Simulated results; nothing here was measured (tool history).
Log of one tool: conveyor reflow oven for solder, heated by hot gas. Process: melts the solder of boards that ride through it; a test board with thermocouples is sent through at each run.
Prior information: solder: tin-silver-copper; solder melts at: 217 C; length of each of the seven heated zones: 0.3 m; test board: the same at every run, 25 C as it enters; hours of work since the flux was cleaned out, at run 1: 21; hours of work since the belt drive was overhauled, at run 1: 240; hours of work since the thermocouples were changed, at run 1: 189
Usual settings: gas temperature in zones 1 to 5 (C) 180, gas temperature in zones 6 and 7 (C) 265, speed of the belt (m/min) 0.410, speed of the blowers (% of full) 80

run	hour	gas temperature in zones 1 to 5 (C)	gas temperature in zones 6 and 7 (C)	speed of the belt (m/min)	speed of the blowers (% of full)	hours of work since the flux was cleaned out	hours of work since the belt drive was overhauled	hours of work since the thermocouples were changed	highest temperature of the board (C)	time above the solder's melting point (s)
1	0.0	180	265	0.410	80	21	240	189	257.1	74.7
2	50.0	180	265	0.410	80	57	277	226	256.8	74.5
3	86.8	180	265	0.443	80	85	304	253	255.4	67.0
4	119.4	180	265	0.443	80	109	328	277	254.1	67.0
5	147.4	192	265	0.410	80	129	349	298	257.7	80.3
6	204.5	192	265	0.410	80	171	391	340	257.0	80.3
7	256.2	192	265	0.410	80	209	429	378	256.7	80.2
# hour 274.7: flux residue cleaned out of gas plates and filters
8	319.7	192	265	0.410	80	33	472	421	256.1	79.1
9	375.2	192	265	0.410	80	74	513	462	255.9	79.1
10	426.2	192	265	0.410	80	112	551	500	255.5	79.1
11	464.4	192	265	0.410	80	140	579	528	255.8	79.6
12	515.4	180	265	0.388	80	178	616	566	254.6	77.4
# hour 545.1: flux residue cleaned out of gas plates and filters, once more
13	577.2	180	265	0.388	80	24	658	608	257.5	80.1
14	616.4	180	265	0.410	58	53	687	636	253.2	71.1
15	670.0	180	265	0.410	80	92	727	676	255.4	74.6
16	711.4	180	265	0.410	80	123	757	707	255.9	74.7
17	745.5	180	265	0.410	80	148	782	732	254.9	74.1
18	773.1	193	265	0.395	80	168	803	752	258.4	84.8
19	826.3	193	265	0.395	80	207	842	791	256.4	84.6
# hour 848.6: flux residue cleaned out of gas plates and filters
20	867.3	193	265	0.395	80	14	869	818	256.9	85.8
21	904.9	193	270	0.459	80	41	896	846	259.8	73.5
22	954.7	188	266	0.459	80	78	933	882	255.5	69.1
23	991.0	188	266	0.459	80	105	960	909	254.3	69.0
24	1019.8	193	258	0.442	54	126	981	930	245.9	66.9
25	1070.7	194	271	0.359	68	164	1019	968	262.9	97.4
26	1098.6	194	271	0.359	68	184	1039	988	262.7	97.8
# hour 1152.3: flux residue cleaned out of gas plates and filters
27	1167.2	180	265	0.450	81	11	1086	1035	254.4	67.1
28	1204.6	180	265	0.450	81	39	1114	1063	253.8	67.4
29	1248.6	189	271	0.416	90	71	1146	1095	264.0	81.9
30	1274.3	188	265	0.371	80	90	1165	1114	257.6	89.2

Some steps in highest temperature of the board (C) between neighbouring runs. How much of each would the tool show without its hidden state too (settings, what came in, random variation), and how much is left for the hidden state, with any gauge scatter that isn't in both results?
Hidden conditions of the tool in this case: heat that the gas passes to the board, % of a clean oven's; belt's true speed, % of the reading; true gas temperature in zones 6 and 7 over the reading, C; drift of the gauge itself on peak_c, C; drift of the gauge itself on liquid_s, %.
Run 7 -> 8: flux residue cleaned out of gas plates and filters. highest temperature of the board (C) -0.6: hidden state -1.0, all else +0.4.
Run 12 -> 13: flux residue cleaned out of gas plates and filters, once more. highest temperature of the board (C) +2.9: hidden state +2.7, all else +0.2.
Run 19 -> 20: flux residue cleaned out of gas plates and filters. highest temperature of the board (C) +0.5: hidden state +1.0, all else -0.5.
Run 23 -> 24: gas temperature in zones 1 to 5 (C) 188 -> 193, gas temperature in zones 6 and 7 (C) 266 -> 258, speed of the belt (m/min) 0.459 -> 0.442, speed of the blowers (% of full) 80 -> 54. highest temperature of the board (C) -8.4: hidden state +0.2, all else -8.6.
Run 24 -> 25: gas temperature in zones 1 to 5 (C) 193 -> 194, gas temperature in zones 6 and 7 (C) 258 -> 271, speed of the belt (m/min) 0.442 -> 0.359, speed of the blowers (% of full) 54 -> 68. highest temperature of the board (C) +17.0: hidden state -0.4, all else +17.4.
Run 28 -> 29: gas temperature in zones 1 to 5 (C) 180 -> 189, gas temperature in zones 6 and 7 (C) 265 -> 271, speed of the belt (m/min) 0.450 -> 0.416, speed of the blowers (% of full) 81 -> 90. highest temperature of the board (C) +10.2: hidden state -0.4, all else +10.6.
